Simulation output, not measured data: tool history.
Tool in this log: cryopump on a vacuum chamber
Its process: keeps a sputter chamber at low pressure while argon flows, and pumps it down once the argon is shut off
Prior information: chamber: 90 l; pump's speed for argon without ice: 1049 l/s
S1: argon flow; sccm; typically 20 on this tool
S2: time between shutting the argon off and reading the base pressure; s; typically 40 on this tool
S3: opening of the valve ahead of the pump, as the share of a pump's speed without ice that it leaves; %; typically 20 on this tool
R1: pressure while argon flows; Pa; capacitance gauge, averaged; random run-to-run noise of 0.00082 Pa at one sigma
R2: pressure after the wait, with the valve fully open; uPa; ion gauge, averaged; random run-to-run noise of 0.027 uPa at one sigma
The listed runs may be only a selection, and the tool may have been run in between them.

Run 1, day 0.000: usual settings. Result: R1 0.1751 Pa, R2 5.19 uPa.
Run 2, day 1.012: usual settings. Result: R1 0.1746 Pa, R2 5.45 uPa.
At day 1.558: pump warmed up, emptied and cooled again.
Run 3, day 3.200: usual settings. Result: R1 0.1625 Pa, R2 3.99 uPa.
Run 4, day 5.067: usual settings but S1 9 sccm. Result: R1 0.0724 Pa, R2 4.18 uPa.
Run 5, day 6.225: usual settings but S1 9 sccm. Result: R1 0.0734 Pa, R2 3.93 uPa.
Run 6, day 7.633: usual settings but S1 9 sccm. Result: R1 0.0730 Pa, R2 4.13 uPa.
Run 7, day 9.004: usual settings but S1 9 sccm. Result: R1 0.0727 Pa, R2 4.17 uPa.
Run 8, day 11.062: usual settings. Result: R1 0.1617 Pa, R2 4.22 uPa.
At day 11.962: leaking fittings of the chamber tightened, without venting.
Run 9, day 12.275: usual settings. Result: R1 0.1623 Pa, R2 1.35 uPa.
Run 10, day 13.725: usual settings. Result: R1 0.1629 Pa, R2 1.29 uPa.
Run 11, day 15.358: usual settings but S1 37 sccm, S2 218 s. Result: R1 0.3017 Pa, R2 0.61 uPa.
Run 12, day 17.367: usual settings but S1 9 sccm, S3 30 %. Result: R1 0.0494 Pa, R2 1.41 uPa.
Run 13, day 18.692: usual settings but S1 9 sccm, S3 30 %. Result: R1 0.0486 Pa, R2 1.42 uPa.

What does the tool deliver on the next run?
Run 14, day 20.062: usual settings but S1 9 sccm, S3 30 %. Result: R1 ?, R2 ?.

R1: 0.0496 Pa
R2: 1.46 uPa
Had the tool carried no hidden state, the very same run would have given R1 0.0485 Pa, R2 1.27 uPa.
